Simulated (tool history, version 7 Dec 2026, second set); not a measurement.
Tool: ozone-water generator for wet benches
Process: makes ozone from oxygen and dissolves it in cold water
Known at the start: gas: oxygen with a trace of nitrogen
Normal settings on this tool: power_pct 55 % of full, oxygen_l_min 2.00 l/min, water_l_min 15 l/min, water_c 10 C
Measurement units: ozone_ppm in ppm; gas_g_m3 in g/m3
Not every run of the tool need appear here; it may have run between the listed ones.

run,hour,power_pct,oxygen_l_min,water_l_min,water_c,ozone_ppm,gas_g_m3
1,0.0,55,2.00,15,10,14.6,175.4
2,41.9,55,2.00,15,10,14.4,177.1
3,93.3,55,2.00,15,10,14.6,176.5
4,146.5,55,2.00,10,10,20.7,175.8
5,176.8,55,2.00,10,10,21.0,175.6
6,210.8,55,2.00,14,10,15.3,175.1
7,239.1,83,2.00,15,10,18.5,222.2
8,269.8,55,2.00,15,6,14.6,174.4
9,315.1,55,2.00,15,6,14.9,177.2
10,359.3,55,2.00,15,6,14.8,174.9
11,382.2,55,2.00,15,10,14.4,175.9
12,417.9,55,2.00,15,10,14.3,173.8
13,460.9,40,2.00,15,10,12.0,144.5
14,488.3,55,2.00,13,10,16.7,173.0
15,522.8,55,2.00,13,10,16.7,176.0
16,575.0,55,2.00,22,10,9.6,175.5
17,618.4,55,2.00,12,13,17.2,175.5
18,655.6,84,2.00,22,7,12.5,224.3
19,695.2,84,2.00,22,7,12.7,228.1
20,734.4,84,2.00,22,7,12.7,225.7
21,781.4,84,2.00,22,9,12.5,224.3
22,806.4,55,1.38,15,10,12.2,197.6
23,836.8,55,3.41,15,15,16.5,146.8
24,869.1,41,1.68,14,5,12.4,156.1
25,910.5,81,1.68,14,5,18.7,234.3
26,962.4,46,1.28,19,10,8.2,183.1
27,1008.9,46,1.28,19,10,8.3,183.6
28,1058.0,49,1.86,12,16,15.2,168.8
29,1105.7,55,2.00,22,10,9.7,175.6
30,1136.2,55,2.00,22,10,9.8,175.6
31,1157.9,55,1.11,10,10,16.3,212.4
32,1183.1,66,1.84,15,10,15.5,200.7

3 options for the next run, each taken on its own from the tool as it stands now. Forecast them:
A,1210.6,64,2.60,15,10,?,?
B,1210.6,83,3.54,10,10,?,?
C,1210.6,66,1.11,15,10,?,?

run,ozone_ppm,gas_g_m3
A,17.7,176.5
B,31.0,184.5
C,12.1,237.4
The same runs, with their run-to-run variation unchanged, on a tool lacking any hidden condition would have given:
run,ozone_ppm,gas_g_m3
A,17.8,176.5
B,31.1,184.6
C,12.1,237.5
